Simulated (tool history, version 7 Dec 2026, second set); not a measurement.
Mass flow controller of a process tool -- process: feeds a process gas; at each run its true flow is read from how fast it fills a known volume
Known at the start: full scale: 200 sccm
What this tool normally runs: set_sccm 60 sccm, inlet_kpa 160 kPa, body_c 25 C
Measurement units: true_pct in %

Run 1, hour 0: usual settings. Result: true_pct 97.78 %.
Run 2, hour 128: usual settings. Result: true_pct 97.7 %.
Run 3, hour 203.1: usual settings. Result: true_pct 97.55 %.
Run 4, hour 326.4: usual settings. Result: true_pct 97.48 %.
Run 5, hour 430.6: usual settings. Result: true_pct 97.37 %.
Run 6, hour 539.5: usual settings. Result: true_pct 97.2 %.
Run 7, hour 672.7: usual settings but set_sccm 101 sccm. Result: true_pct 98.09 %.
Run 8, hour 757.5: usual settings but set_sccm 101 sccm, body_c 32 C. Result: true_pct 98.46 %.
Run 9, hour 869.7: usual settings but set_sccm 101 sccm, body_c 32 C. Result: true_pct 98.33 %.
Run 10, hour 960.4: usual settings but set_sccm 136 sccm, body_c 32 C. Result: true_pct 98.79 %.
Run 11, hour 1072.1: usual settings but inlet_kpa 189 kPa. Result: true_pct 96.6 %.
Run 12, hour 1141.4: usual settings but inlet_kpa 189 kPa. Result: true_pct 96.66 %.
Run 13, hour 1241.2: usual settings but inlet_kpa 189 kPa. Result: true_pct 96.59 %.
Run 14, hour 1320.5: usual settings but inlet_kpa 189 kPa. Result: true_pct 96.43 %.
Run 15, hour 1380.8: usual settings. Result: true_pct 96.54 %.
Run 16, hour 1492.9: usual settings. Result: true_pct 96.52 %.
Run 17, hour 1631.1: usual settings but body_c 29 C. Result: true_pct 96.67 %.
Run 18, hour 1698.8: usual settings but body_c 29 C. Result: true_pct 96.62 %.
Run 19, hour 1811.8: usual settings but body_c 29 C. Result: true_pct 96.46 %.
Run 20, hour 1901: usual settings but body_c 29 C. Result: true_pct 96.44 %.
Run 21, hour 1996.5: usual settings but body_c 29 C. Result: true_pct 96.38 %.
Run 22, hour 2125.7: usual settings but body_c 29 C. Result: true_pct 96.3 %.
Run 23, hour 2196.2: usual settings but body_c 29 C. Result: true_pct 96.31 %.
Run 24, hour 2272.5: usual settings but body_c 29 C. Result: true_pct 96.18 %.
Run 25, hour 2352.1: usual settings but inlet_kpa 186 kPa, body_c 39 C. Result: true_pct 96.46 %.
Run 26, hour 2485.2: usual settings but set_sccm 171 sccm, inlet_kpa 166 kPa, body_c 39 C. Result: true_pct 99.03 %.
At hour 2498.6: controller's zero set anew.
Run 27, hour 2551.4: usual settings but set_sccm 50 sccm, inlet_kpa 142 kPa, body_c 36 C. Result: true_pct 94.87 %.
Run 28, hour 2615.4: usual settings but set_sccm 90 sccm, inlet_kpa 266 kPa, body_c 39 C. Result: true_pct 96.27 %.
Run 29, hour 2685.4: usual settings but set_sccm 90 sccm, inlet_kpa 266 kPa, body_c 39 C. Result: true_pct 96.32 %.
Run 30, hour 2760.5: usual settings but set_sccm 51 sccm, inlet_kpa 248 kPa, body_c 39 C. Result: true_pct 94.2 %.
Run 31, hour 2844.9: usual settings but set_sccm 84 sccm, inlet_kpa 184 kPa, body_c 38 C. Result: true_pct 96.38 %.
Run 32, hour 2981.4: usual settings but set_sccm 23 sccm, inlet_kpa 223 kPa. Result: true_pct 88.43 %.
Run 33, hour 3041.3: usual settings but inlet_kpa 168 kPa, body_c 36 C. Result: true_pct 95.1 %.
At hour 3102.6: controller's zero set anew, once more.
Run 34, hour 3128.6: usual settings but inlet_kpa 253 kPa. Result: true_pct 97.09 %.
Run 35, hour 3224: usual settings but set_sccm 25 sccm, inlet_kpa 146 kPa, body_c 39 C. Result: true_pct 98.05 %.
Run 36, hour 3282.7: usual settings but inlet_kpa 164 kPa, body_c 24 C. Result: true_pct 97.58 %.
Run 37, hour 3343.9: usual settings but set_sccm 23 sccm, inlet_kpa 162 kPa, body_c 29 C. Result: true_pct 97.12 %.
Run 38, hour 3457.3: usual settings but set_sccm 23 sccm, inlet_kpa 162 kPa, body_c 29 C. Result: true_pct 97.08 %.
Run 39, hour 3539.5: usual settings but set_sccm 23 sccm, inlet_kpa 162 kPa, body_c 29 C. Result: true_pct 96.94 %.
Run 40, hour 3644.2: usual settings but inlet_kpa 207 kPa. Result: true_pct 97.07 %.
Run 41, hour 3720.2: usual settings but set_sccm 20 sccm, inlet_kpa 244 kPa, body_c 26 C. Result: true_pct 95.68 %.
Run 42, hour 3856.6: usual settings but set_sccm 32 sccm, inlet_kpa 246 kPa. Result: true_pct 96.01 %.
Run 43, hour 3979.9: usual settings but set_sccm 172 sccm, inlet_kpa 203 kPa, body_c 29 C. Result: true_pct 98.47 %.
Run 44, hour 4042.5: usual settings but set_sccm 30 sccm, inlet_kpa 173 kPa. Result: true_pct 96.07 %.
Run 45, hour 4112: usual settings but inlet_kpa 212 kPa. Result: true_pct 96.7 %.
Run 46, hour 4211.3: usual settings but set_sccm 25 sccm, inlet_kpa 225 kPa, body_c 35 C. Result: true_pct 95.8 %.
Run 47, hour 4349.9: usual settings but set_sccm 25 sccm, inlet_kpa 225 kPa, body_c 35 C. Result: true_pct 95.65 %.
Run 48, hour 4441.4: usual settings but set_sccm 31 sccm, inlet_kpa 155 kPa, body_c 38 C. Result: true_pct 96.48 %.

Alternative continuations, all from the tool just after run 48; predict every row:
Run A, hour 4511.5: usual settings but set_sccm 122 sccm, inlet_kpa 217 kPa, body_c 24 C. Result: true_pct ?.
Run B, hour 4511.5: usual settings but set_sccm 50 sccm, inlet_kpa 232 kPa, body_c 26 C. Result: true_pct ?.
Run C, hour 4511.5: usual settings but set_sccm 31 sccm, inlet_kpa 192 kPa, body_c 38 C. Result: true_pct ?.

run  true_pct
  A     97.23
  B     96.06
  C     96.19
Without the tool's unlogged condition, the same runs would have read:
run  true_pct
  A     99.03
  B     98.44
  C     99.17
